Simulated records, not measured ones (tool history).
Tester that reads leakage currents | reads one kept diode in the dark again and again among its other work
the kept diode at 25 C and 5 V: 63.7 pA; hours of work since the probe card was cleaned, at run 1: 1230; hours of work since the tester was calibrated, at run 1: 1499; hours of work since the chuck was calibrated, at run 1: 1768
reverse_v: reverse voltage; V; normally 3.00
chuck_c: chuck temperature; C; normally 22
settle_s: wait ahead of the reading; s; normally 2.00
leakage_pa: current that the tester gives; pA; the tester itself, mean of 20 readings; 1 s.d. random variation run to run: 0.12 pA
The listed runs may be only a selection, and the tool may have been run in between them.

run,hour,reverse_v,chuck_c,settle_s,hours of work since the probe card was cleaned,hours of work since the tester was calibrated,hours of work since the chuck was calibrated,leakage_pa
1,0.0,3.00,22,2.00,1230,1499,1768,44.62
2,29.1,3.00,42,2.00,1248,1516,1785,244.77
3,70.3,3.00,42,2.00,1272,1541,1810,244.23
4,103.9,3.00,42,2.00,1293,1562,1831,244.90
5,157.8,3.00,46,2.00,1325,1594,1863,336.48
# hour 200.8: chuck's temperature calibrated
6,216.7,3.00,35,2.00,1360,1629,10,113.77
7,245.5,3.00,35,2.00,1377,1646,27,113.85
8,292.5,3.00,35,2.00,1406,1675,56,114.72
9,334.6,3.00,22,2.00,1431,1700,81,36.70
10,371.8,3.00,22,2.00,1454,1723,103,36.59
11,402.0,3.00,22,2.00,1472,1741,122,36.77
12,465.6,3.69,22,2.00,1510,1779,160,41.68
13,527.0,3.69,22,2.00,1548,1817,197,41.89
14,583.3,3.69,22,2.00,1582,1851,231,41.85
15,620.4,3.69,22,2.00,1604,1873,254,42.08
16,661.0,3.69,22,2.00,1629,1898,278,42.38
17,698.7,6.11,51,2.00,1651,1920,301,635.37
18,740.0,9.47,48,7.10,1676,1945,326,655.66
19,781.1,3.00,22,1.40,1701,1970,351,37.70
20,847.6,6.33,36,1.58,1742,2011,391,198.33
# hour 854.7: tester calibrated
21,898.6,14.17,45,0.52,1771,27,421,661.49
22,946.0,2.72,28,0.44,1800,55,450,62.22
# hour 968.8: tester calibrated, once more
23,997.6,1.19,22,7.32,1830,17,480,22.34
24,1028.8,5.13,23,0.33,1849,36,499,63.52
25,1062.5,4.97,42,1.10,1869,57,519,290.52
26,1108.3,8.82,58,0.34,1897,84,547,1398.67
27,1144.9,3.00,33,2.00,1919,107,569,103.88
28,1199.0,13.67,32,1.17,1952,139,602,232.50
29,1253.8,4.66,28,2.55,1985,172,635,87.37

Subtracting, for every run, the result it would have given without the tool's unlogged condition from the measured result gives the following. The same run-to-run variation enters both numbers; the gauge's scatter may not:
The tool's hidden condition here consists of: stray current of the dirty probe card, pA a volt; current scale over the true one, %; true chuck temperature over the reading, C; drift of the gauge itself on leakage_pa, %.
run,leakage_pa
1,+7.94
2,+37.67
3,+38.01
4,+38.52
5,+52.32
6,-1.79
7,-1.59
8,-1.29
9,+0.02
10,+0.10
11,+0.17
12,+0.41
13,+0.58
14,+0.74
15,+0.84
16,+0.94
17,+3.74
18,+6.22
19,+1.07
20,+4.10
21,+8.45
22,+1.46
23,+1.37
24,+4.02
25,+14.83
26,+65.03
27,+6.30
28,+16.09
29,+6.40

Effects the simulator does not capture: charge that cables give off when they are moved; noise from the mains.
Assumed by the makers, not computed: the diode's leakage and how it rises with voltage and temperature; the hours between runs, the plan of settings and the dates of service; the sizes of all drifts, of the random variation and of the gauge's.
